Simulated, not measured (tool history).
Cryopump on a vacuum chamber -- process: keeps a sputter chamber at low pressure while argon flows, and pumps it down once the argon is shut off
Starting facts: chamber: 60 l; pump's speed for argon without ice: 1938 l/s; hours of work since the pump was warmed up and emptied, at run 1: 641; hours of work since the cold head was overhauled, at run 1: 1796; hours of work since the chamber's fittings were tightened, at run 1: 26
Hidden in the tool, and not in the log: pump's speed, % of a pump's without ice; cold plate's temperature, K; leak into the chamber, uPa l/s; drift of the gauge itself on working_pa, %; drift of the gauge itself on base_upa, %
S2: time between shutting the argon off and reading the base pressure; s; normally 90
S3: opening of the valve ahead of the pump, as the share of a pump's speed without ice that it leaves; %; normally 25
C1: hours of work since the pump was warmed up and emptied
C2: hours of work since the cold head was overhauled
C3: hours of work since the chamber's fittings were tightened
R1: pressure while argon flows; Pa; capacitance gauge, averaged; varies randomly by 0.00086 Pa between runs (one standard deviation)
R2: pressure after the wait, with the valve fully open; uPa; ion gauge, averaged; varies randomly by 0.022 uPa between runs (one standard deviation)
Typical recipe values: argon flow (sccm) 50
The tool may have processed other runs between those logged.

{"run": 1, "hour": 0.0, "argon flow (sccm)": 50, "S2": 90, "S3": 25, "C1": 641, "C2": 1796, "C3": 26, "R1": 0.1831, "R2": 0.64}
{"run": 2, "hour": 72.1, "argon flow (sccm)": 50, "S2": 90, "S3": 25, "C1": 688, "C2": 1844, "C3": 74, "R1": 0.1816, "R2": 0.67}
{"run": 3, "hour": 132.7, "argon flow (sccm)": 50, "S2": 90, "S3": 25, "C1": 729, "C2": 1884, "C3": 114, "R1": 0.1824, "R2": 0.67}
{"run": 4, "hour": 200.0, "argon flow (sccm)": 50, "S2": 90, "S3": 25, "C1": 773, "C2": 1929, "C3": 159, "R1": 0.1833, "R2": 0.65}
{"run": 5, "hour": 272.8, "argon flow (sccm)": 50, "S2": 90, "S3": 25, "C1": 822, "C2": 1977, "C3": 207, "R1": 0.1852, "R2": 0.7}
{"run": 6, "hour": 320.7, "argon flow (sccm)": 50, "S2": 90, "S3": 25, "C1": 854, "C2": 2009, "C3": 239, "R1": 0.1827, "R2": 0.71}
{"run": 7, "hour": 359.1, "argon flow (sccm)": 50, "S2": 90, "S3": 25, "C1": 879, "C2": 2034, "C3": 264, "R1": 0.1833, "R2": 0.7}
{"run": 8, "hour": 407.5, "argon flow (sccm)": 26, "S2": 90, "S3": 25, "C1": 911, "C2": 2066, "C3": 297, "R1": 0.0949, "R2": 0.74}
{"run": 9, "hour": 479.5, "argon flow (sccm)": 50, "S2": 45, "S3": 25, "C1": 959, "C2": 2114, "C3": 344, "R1": 0.1872, "R2": 1.21}
{"run": 10, "hour": 533.5, "argon flow (sccm)": 50, "S2": 45, "S3": 25, "C1": 995, "C2": 2150, "C3": 380, "R1": 0.1832, "R2": 1.17}
{"run": 11, "hour": 622.1, "argon flow (sccm)": 50, "S2": 45, "S3": 25, "C1": 1054, "C2": 2209, "C3": 439, "R1": 0.1854, "R2": 1.21}
{"run": 12, "hour": 702.4, "argon flow (sccm)": 67, "S2": 29, "S3": 32, "C1": 1107, "C2": 2263, "C3": 493, "R1": 0.1978, "R2": 1.74}
{"hour": 750.2, "done": "pump warmed up, emptied and cooled again"}
{"run": 13, "hour": 760.9, "argon flow (sccm)": 67, "S2": 166, "S3": 57, "C1": 7, "C2": 2298, "C3": 528, "R1": 0.1061, "R2": 0.5}
{"run": 14, "hour": 807.7, "argon flow (sccm)": 61, "S2": 67, "S3": 37, "C1": 38, "C2": 2329, "C3": 559, "R1": 0.1461, "R2": 0.87}
{"run": 15, "hour": 844.4, "argon flow (sccm)": 39, "S2": 107, "S3": 31, "C1": 63, "C2": 2354, "C3": 584, "R1": 0.1113, "R2": 0.67}
{"run": 16, "hour": 923.4, "argon flow (sccm)": 39, "S2": 107, "S3": 31, "C1": 115, "C2": 2406, "C3": 636, "R1": 0.1117, "R2": 0.69}
{"run": 17, "hour": 983.4, "argon flow (sccm)": 79, "S2": 33, "S3": 29, "C1": 155, "C2": 2446, "C3": 676, "R1": 0.2429, "R2": 1.53}
{"run": 18, "hour": 1053.0, "argon flow (sccm)": 79, "S2": 33, "S3": 29, "C1": 201, "C2": 2492, "C3": 722, "R1": 0.2431, "R2": 1.56}
{"run": 19, "hour": 1126.8, "argon flow (sccm)": 94, "S2": 132, "S3": 16, "C1": 250, "C2": 2541, "C3": 771, "R1": 0.5198, "R2": 0.59}
{"run": 20, "hour": 1203.7, "argon flow (sccm)": 59, "S2": 29, "S3": 31, "C1": 301, "C2": 2592, "C3": 822, "R1": 0.1714, "R2": 1.7}
{"run": 21, "hour": 1240.4, "argon flow (sccm)": 59, "S2": 29, "S3": 31, "C1": 326, "C2": 2617, "C3": 847, "R1": 0.172, "R2": 1.73}

Below are 3 alternative next runs, each starting from the tool's condition after run 21. Predict each:
{"run": "A", "hour": 1322.4, "argon flow (sccm)": 65, "S2": 37, "S3": 25, "C1": 380, "C2": 2671, "C3": 901, "R1": "?", "R2": "?"}
{"run": "B", "hour": 1322.4, "argon flow (sccm)": 59, "S2": 29, "S3": 18, "C1": 380, "C2": 2671, "C3": 901, "R1": "?", "R2": "?"}
{"run": "C", "hour": 1322.4, "argon flow (sccm)": 61, "S2": 85, "S3": 31, "C1": 380, "C2": 2671, "C3": 901, "R1": "?", "R2": "?"}

run=A R1=0.2335 R2=1.44
run=B R1=0.2927 R2=1.69
run=C R1=0.1776 R2=0.85
What these runs would have given with no unlogged condition in the tool:
run=A R1=0.2267 R2=1.24
run=B R1=0.2865 R2=1.48
run=C R1=0.1713 R2=0.65

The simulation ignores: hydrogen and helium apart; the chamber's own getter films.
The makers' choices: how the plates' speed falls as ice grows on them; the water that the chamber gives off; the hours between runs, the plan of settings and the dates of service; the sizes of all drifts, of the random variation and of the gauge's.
